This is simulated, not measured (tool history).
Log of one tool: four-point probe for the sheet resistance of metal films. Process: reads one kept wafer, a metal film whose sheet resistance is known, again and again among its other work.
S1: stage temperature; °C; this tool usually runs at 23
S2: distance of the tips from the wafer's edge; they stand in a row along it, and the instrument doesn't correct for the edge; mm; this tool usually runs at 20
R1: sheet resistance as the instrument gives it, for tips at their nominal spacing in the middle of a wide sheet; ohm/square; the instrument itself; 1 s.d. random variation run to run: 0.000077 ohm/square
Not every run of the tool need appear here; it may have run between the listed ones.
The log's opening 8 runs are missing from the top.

Run 9, hour 356.1: usual settings. Result: R1 0.383116 ohm/square.
Run 10, hour 386.2: usual settings. Result: R1 0.383176 ohm/square.
Run 11, hour 432.8: usual settings. Result: R1 0.383107 ohm/square.
Run 12, hour 460.6: usual settings. Result: R1 0.382975 ohm/square.
Run 13, hour 507.1: usual settings. Result: R1 0.382805 ohm/square.
Run 14, hour 556.2: usual settings. Result: R1 0.382914 ohm/square.
Run 15, hour 612.2: usual settings but S1 22 °C. Result: R1 0.382721 ohm/square.
Run 16, hour 644.8: usual settings. Result: R1 0.382694 ohm/square.
Run 17, hour 701.2: usual settings. Result: R1 0.382863 ohm/square.
Run 18, hour 738.5: usual settings but S2 8 mm. Result: R1 0.383378 ohm/square.
Run 19, hour 784.8: usual settings but S2 8 mm. Result: R1 0.383360 ohm/square.
Run 20, hour 829.5: usual settings. Result: R1 0.382563 ohm/square.
Run 21, hour 860.3: usual settings. Result: R1 0.382574 ohm/square.

Run 22, settings as shown, results not yet in. Your forecast:
Run 22, hour 904.0: usual settings. Result: R1 ?.

{"run 22": {"R1": 0.382371}}
Had the tool carried no hidden state, the very same run would have given R1 0.386284 ohm/square.
